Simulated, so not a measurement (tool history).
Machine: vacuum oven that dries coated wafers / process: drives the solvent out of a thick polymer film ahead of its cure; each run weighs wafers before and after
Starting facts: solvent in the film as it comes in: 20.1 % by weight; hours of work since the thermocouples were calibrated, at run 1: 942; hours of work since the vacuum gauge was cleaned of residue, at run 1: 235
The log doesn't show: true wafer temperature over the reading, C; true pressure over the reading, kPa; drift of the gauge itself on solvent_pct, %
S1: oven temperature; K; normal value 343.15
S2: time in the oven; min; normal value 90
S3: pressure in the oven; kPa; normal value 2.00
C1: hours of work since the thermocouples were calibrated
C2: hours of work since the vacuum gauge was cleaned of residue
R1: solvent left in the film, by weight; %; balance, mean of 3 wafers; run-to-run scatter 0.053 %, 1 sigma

run,day,S1,S2,S3,C1,C2,R1
1,0.000,343.15,90,2.00,942,235,2.13
2,1.154,343.15,134,2.00,959,252,0.96
3,1.808,343.15,90,2.00,968,262,2.12
4,2.658,342.15,90,2.00,981,274,2.56
5,3.504,348.15,90,2.00,993,286,0.95
6,4.329,348.15,90,2.00,1005,298,1.01
7,5.442,343.15,90,2.75,1022,315,2.32
8,6.179,343.15,105,2.00,1032,326,1.69
9,6.825,343.15,105,2.00,1042,335,1.70
10,8.100,343.15,105,2.00,1060,354,1.69
11,8.738,330.15,90,2.00,1070,363,8.50
12,9.358,330.15,90,2.00,1079,372,8.48
13,10.333,330.15,90,2.00,1093,386,8.55
14,11.496,343.15,78,2.01,1110,403,2.83
15,12.696,351.15,86,2.00,1128,421,0.66
16,13.346,343.15,81,2.00,1137,430,2.67
17,13.925,329.15,48,6.13,1146,439,12.76
18,14.850,337.15,77,1.32,1159,452,5.55
19,16.162,353.15,79,2.00,1178,471,0.48
20,17.258,343.15,76,2.00,1194,488,3.15

Alternative continuations, all from the tool just after run 20; predict every row:
A,18.438,356.15,90,2.00,1212,505,?
B,18.438,343.15,76,2.61,1212,505,?
C,18.438,355.15,90,2.00,1212,505,?
D,18.438,343.15,90,7.81,1212,505,?
E,18.438,343.15,90,4.30,1212,505,?

run,R1
A,0.32
B,3.09
C,0.36
D,3.64
E,2.89
With the hidden condition removed and each run's random variation left untouched, the same runs would have given:
run,R1
A,0.26
B,2.30
C,0.29
D,2.92
E,2.20
